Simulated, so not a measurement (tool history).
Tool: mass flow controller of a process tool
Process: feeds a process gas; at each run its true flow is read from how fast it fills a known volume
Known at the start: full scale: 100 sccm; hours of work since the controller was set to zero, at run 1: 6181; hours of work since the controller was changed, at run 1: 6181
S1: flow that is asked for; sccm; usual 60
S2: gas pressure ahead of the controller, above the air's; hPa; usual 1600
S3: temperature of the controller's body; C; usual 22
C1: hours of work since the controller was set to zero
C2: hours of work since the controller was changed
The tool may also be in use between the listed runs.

{"run": 1, "hour": 0.0, "S1": 60, "S2": 1600, "S3": 22, "C1": 6181, "C2": 6181, "true flow (%)": 99.24}
{"run": 2, "hour": 245.2, "S1": 60, "S2": 1600, "S3": 22, "C1": 6326, "C2": 6326, "true flow (%)": 99.27}
{"run": 3, "hour": 443.5, "S1": 60, "S2": 1600, "S3": 22, "C1": 6444, "C2": 6444, "true flow (%)": 99.2}
{"run": 4, "hour": 693.2, "S1": 60, "S2": 1600, "S3": 22, "C1": 6592, "C2": 6592, "true flow (%)": 99.35}
{"run": 5, "hour": 890.6, "S1": 60, "S2": 1600, "S3": 25, "C1": 6709, "C2": 6709, "true flow (%)": 99.31}
{"run": 6, "hour": 1156.3, "S1": 60, "S2": 1600, "S3": 25, "C1": 6867, "C2": 6867, "true flow (%)": 99.17}
{"run": 7, "hour": 1495.9, "S1": 60, "S2": 1600, "S3": 25, "C1": 7068, "C2": 7068, "true flow (%)": 99.21}
{"run": 8, "hour": 1794.8, "S1": 60, "S2": 1600, "S3": 25, "C1": 7245, "C2": 7245, "true flow (%)": 99.15}
{"hour": 1872.0, "done": "controller's zero set anew"}
{"run": 9, "hour": 2122.1, "S1": 60, "S2": 1600, "S3": 25, "C1": 148, "C2": 7439, "true flow (%)": 99.08}
{"run": 10, "hour": 2482.9, "S1": 60, "S2": 1600, "S3": 25, "C1": 362, "C2": 7653, "true flow (%)": 99.12}
{"run": 11, "hour": 2728.7, "S1": 60, "S2": 2130, "S3": 25, "C1": 508, "C2": 7799, "true flow (%)": 99.24}
{"run": 12, "hour": 3071.6, "S1": 60, "S2": 2130, "S3": 25, "C1": 711, "C2": 8002, "true flow (%)": 99.29}
{"run": 13, "hour": 3356.2, "S1": 13, "S2": 2130, "S3": 36, "C1": 880, "C2": 8171, "true flow (%)": 99.23}
{"run": 14, "hour": 3648.6, "S1": 20, "S2": 2700, "S3": 20, "C1": 1054, "C2": 8344, "true flow (%)": 98.71}
{"run": 15, "hour": 3847.9, "S1": 20, "S2": 2700, "S3": 20, "C1": 1172, "C2": 8462, "true flow (%)": 98.7}
{"run": 16, "hour": 4238.2, "S1": 20, "S2": 2700, "S3": 20, "C1": 1403, "C2": 8694, "true flow (%)": 98.58}
{"run": 17, "hour": 4630.9, "S1": 60, "S2": 2250, "S3": 24, "C1": 1636, "C2": 8927, "true flow (%)": 99}
{"run": 18, "hour": 4807.7, "S1": 60, "S2": 2250, "S3": 24, "C1": 1741, "C2": 9031, "true flow (%)": 98.94}
{"run": 19, "hour": 5102.3, "S1": 94, "S2": 2100, "S3": 26, "C1": 1916, "C2": 9206, "true flow (%)": 99.37}
{"run": 20, "hour": 5433.1, "S1": 16, "S2": 1850, "S3": 37, "C1": 2112, "C2": 9402, "true flow (%)": 98.82}
{"run": 21, "hour": 5743.3, "S1": 16, "S2": 1850, "S3": 37, "C1": 2296, "C2": 9586, "true flow (%)": 98.98}
{"run": 22, "hour": 6057.3, "S1": 64, "S2": 2280, "S3": 30, "C1": 2482, "C2": 9772, "true flow (%)": 99.02}

Hidden state at the last listed run before each entry between runs and at the first one after, where it differs:
Between runs 8 and 9: controller's zero set anew (hour 1872)
  flow at rest that the sensor doesn't see, % of full scale: -0.004 -> -0.001; drift of the gauge itself on true_pct, %: -0.25 -> -0.3
  measured less the result without the state, true flow (%): -0.25 -> -0.29
